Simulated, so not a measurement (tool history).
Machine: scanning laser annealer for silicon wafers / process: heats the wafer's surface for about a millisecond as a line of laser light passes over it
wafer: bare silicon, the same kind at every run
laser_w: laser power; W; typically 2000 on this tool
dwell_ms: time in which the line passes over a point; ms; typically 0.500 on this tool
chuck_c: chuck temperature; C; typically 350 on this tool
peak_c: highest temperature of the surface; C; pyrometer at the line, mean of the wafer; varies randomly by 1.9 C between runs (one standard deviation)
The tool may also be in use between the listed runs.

run 1 hour=0.0 | laser_w=2000 dwell_ms=0.500 chuck_c=350 | peak_c=1150
run 2 hour=25.1 | laser_w=2000 dwell_ms=0.500 chuck_c=350 | peak_c=1149
run 3 hour=48.9 | laser_w=2000 dwell_ms=0.500 chuck_c=350 | peak_c=1146
run 4 hour=67.9 | laser_w=1701 dwell_ms=0.500 chuck_c=350 | peak_c=1023
-- hour=79.5 optics aligned, line set to its width
run 5 hour=84.1 | laser_w=1701 dwell_ms=0.500 chuck_c=350 | peak_c=1027
run 6 hour=108.4 | laser_w=1701 dwell_ms=0.500 chuck_c=350 | peak_c=1023
run 7 hour=120.2 | laser_w=1878 dwell_ms=0.500 chuck_c=350 | peak_c=1094
run 8 hour=137.4 | laser_w=2000 dwell_ms=0.500 chuck_c=350 | peak_c=1145
run 9 hour=148.8 | laser_w=2000 dwell_ms=0.500 chuck_c=350 | peak_c=1140
run 10 hour=169.8 | laser_w=1864 dwell_ms=0.500 chuck_c=350 | peak_c=1085
run 11 hour=185.6 | laser_w=1864 dwell_ms=0.500 chuck_c=350 | peak_c=1082
run 12 hour=201.2 | laser_w=1864 dwell_ms=0.500 chuck_c=350 | peak_c=1080
run 13 hour=217.8 | laser_w=2000 dwell_ms=0.500 chuck_c=350 | peak_c=1134
run 14 hour=241.0 | laser_w=2011 dwell_ms=0.593 chuck_c=367 | peak_c=1220
run 15 hour=258.2 | laser_w=1970 dwell_ms=0.421 chuck_c=318 | peak_c=1022
-- hour=268.1 window over the wafer cleaned
run 16 hour=273.9 | laser_w=1884 dwell_ms=0.452 chuck_c=372 | peak_c=1107
run 17 hour=294.9 | laser_w=1916 dwell_ms=0.615 chuck_c=387 | peak_c=1251
run 18 hour=306.4 | laser_w=1744 dwell_ms=0.594 chuck_c=312 | peak_c=1082
run 19 hour=327.6 | laser_w=2000 dwell_ms=0.467 chuck_c=319 | peak_c=1110
run 20 hour=344.8 | laser_w=2000 dwell_ms=0.467 chuck_c=319 | peak_c=1107

Run 21 has not been measured yet. What should we expect?
run 21 hour=363.4 | laser_w=2000 dwell_ms=0.467 chuck_c=319 | peak_c=?

{"run 21": {"peak_c": 1103}}
If the tool had no hidden condition, the same run with the same run-to-run variation would have returned peak_c 1117 C.
